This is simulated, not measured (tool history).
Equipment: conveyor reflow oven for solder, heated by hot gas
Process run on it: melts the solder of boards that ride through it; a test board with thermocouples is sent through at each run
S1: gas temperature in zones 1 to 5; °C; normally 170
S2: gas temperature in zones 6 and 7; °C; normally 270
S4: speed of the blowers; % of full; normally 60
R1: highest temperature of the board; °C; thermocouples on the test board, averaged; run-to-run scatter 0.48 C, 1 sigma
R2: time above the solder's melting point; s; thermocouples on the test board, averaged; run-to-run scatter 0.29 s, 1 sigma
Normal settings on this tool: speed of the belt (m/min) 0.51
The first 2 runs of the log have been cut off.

run 3 day=0.788 | S1=177 S2=270 speed_of_the_belt_(m/min)=0.51 S4=60 | R1=257.6 R2=58.5
run 4 day=1.079 | S1=170 S2=270 speed_of_the_belt_(m/min)=0.51 S4=60 | R1=257.1 R2=55.6
run 5 day=1.475 | S1=163 S2=270 speed_of_the_belt_(m/min)=0.51 S4=60 | R1=256.3 R2=53.2
run 6 day=1.758 | S1=163 S2=270 speed_of_the_belt_(m/min)=0.51 S4=60 | R1=255.6 R2=52.9
run 7 day=2.146 | S1=163 S2=270 speed_of_the_belt_(m/min)=0.51 S4=60 | R1=255.7 R2=52.5
run 8 day=2.488 | S1=159 S2=270 speed_of_the_belt_(m/min)=0.51 S4=60 | R1=254.8 R2=51.4
run 9 day=3.021 | S1=159 S2=270 speed_of_the_belt_(m/min)=0.51 S4=60 | R1=255.9 R2=51.1
-- day=3.246 belt drive overhauled, speed set with a stopwatch
run 10 day=3.525 | S1=159 S2=270 speed_of_the_belt_(m/min)=0.51 S4=60 | R1=254.7 R2=51.1
run 11 day=3.842 | S1=170 S2=270 speed_of_the_belt_(m/min)=0.51 S4=60 | R1=256.6 R2=55.9
run 12 day=4.25 | S1=170 S2=270 speed_of_the_belt_(m/min)=0.51 S4=60 | R1=257.5 R2=55.8
run 13 day=4.592 | S1=181 S2=270 speed_of_the_belt_(m/min)=0.51 S4=60 | R1=257.7 R2=59.6
run 14 day=5.112 | S1=170 S2=270 speed_of_the_belt_(m/min)=0.51 S4=60 | R1=256.7 R2=55.2
-- day=5.421 belt drive overhauled, speed set with a stopwatch, once more
run 15 day=5.642 | S1=170 S2=273 speed_of_the_belt_(m/min)=0.51 S4=60 | R1=259.3 R2=56.9
run 16 day=6.004 | S1=156 S2=283 speed_of_the_belt_(m/min)=0.543 S4=80 | R1=268.8 R2=54.3
run 17 day=6.596 | S1=173 S2=270 speed_of_the_belt_(m/min)=0.566 S4=60 | R1=254.2 R2=48
run 18 day=7.233 | S1=161 S2=270 speed_of_the_belt_(m/min)=0.428 S4=85 | R1=262.2 R2=69.2
run 19 day=7.662 | S1=161 S2=270 speed_of_the_belt_(m/min)=0.428 S4=85 | R1=263.2 R2=69.6
run 20 day=8.075 | S1=161 S2=270 speed_of_the_belt_(m/min)=0.428 S4=85 | R1=262.6 R2=69.3
run 21 day=8.542 | S1=161 S2=270 speed_of_the_belt_(m/min)=0.428 S4=85 | R1=262.9 R2=68.7
run 22 day=9.088 | S1=158 S2=272 speed_of_the_belt_(m/min)=0.51 S4=74 | R1=258.3 R2=54
run 23 day=9.75 | S1=159 S2=258 speed_of_the_belt_(m/min)=0.51 S4=60 | R1=243.8 R2=43.3
run 24 day=10.283 | S1=159 S2=258 speed_of_the_belt_(m/min)=0.51 S4=60 | R1=242.9 R2=42.6
run 25 day=10.771 | S1=175 S2=268 speed_of_the_belt_(m/min)=0.51 S4=60 | R1=254.8 R2=56

Run 26, settings as shown, results not yet in. Your forecast:
run 26 day=11.233 | S1=170 S2=270 speed_of_the_belt_(m/min)=0.445 S4=61 | R1=? R2=?

R1: 260.1 °C
R2: 66.8 s
Take away the tool's hidden state, keep the run-to-run variation as it was, and the same run would have given R1 261.5 °C, R2 67.7 s.
